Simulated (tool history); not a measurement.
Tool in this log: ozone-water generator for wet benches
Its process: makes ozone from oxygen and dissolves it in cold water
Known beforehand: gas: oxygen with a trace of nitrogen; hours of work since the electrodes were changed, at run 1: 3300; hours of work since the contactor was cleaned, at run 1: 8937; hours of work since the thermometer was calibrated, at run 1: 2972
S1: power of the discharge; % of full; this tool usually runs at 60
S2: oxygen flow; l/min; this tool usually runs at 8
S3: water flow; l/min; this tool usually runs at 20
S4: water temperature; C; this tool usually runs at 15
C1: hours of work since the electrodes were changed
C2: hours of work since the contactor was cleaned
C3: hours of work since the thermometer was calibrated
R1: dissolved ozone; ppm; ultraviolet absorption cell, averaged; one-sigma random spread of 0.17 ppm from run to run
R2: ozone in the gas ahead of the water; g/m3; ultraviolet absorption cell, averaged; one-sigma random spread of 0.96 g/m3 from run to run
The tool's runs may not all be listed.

run	hour	S1	S2	S3	S4	C1	C2	C3	R1	R2
1	0	60	8	20	15	3300	8937	2972	23.2	163
2	86.7	60	8	20	15	3379	9015	3050	23	161.6
3	183.9	60	8	20	15	3467	9103	3138	23.3	161.5
4	269.6	60	8	20	15	3544	9181	3216	22.9	162.5
5	358	60	8	20	15	3624	9261	3296	22.7	164.3
6	433.7	60	8	20	15	3693	9329	3365	23.1	161.9
7	493.9	60	8	26	15	3747	9384	3419	19.4	162.6
8	567.1	60	8	26	9	3814	9450	3485	21.4	161.2
9	634.6	60	8	26	9	3875	9511	3546	20.9	161.6
10	717.4	60	11.94	20	9	3950	9586	3621	25.7	135.2
11	793.6	60	11.94	20	9	4019	9655	3690	25.7	134.3
12	885.7	60	11.94	20	9	4102	9739	3774	26	134.4
13	946.9	55	13.02	20	15	4157	9794	3829	21.7	126.3
14	1013.8	60	5.77	17	15	4218	9855	3890	25.3	184.2

Here are 4 independent what-if runs from the current tool condition. What would each one return?
A	1070.6	60	8.47	13	15	4269	9906	3941	?	?
B	1070.6	60	5.77	18	15	4269	9906	3941	?	?
C	1070.6	42	8	20	15	4269	9906	3941	?	?
D	1070.6	77	8	23	15	4269	9906	3941	?	?

run	R1	R2
A	29	157.6
B	24	182.8
C	18.7	132.4
D	23.7	184.6
Without the tool's hidden state the same runs would have given:
run	R1	R2
A	29.1	159.6
B	24.1	185.1
C	18.7	134.1
D	23.8	186.9
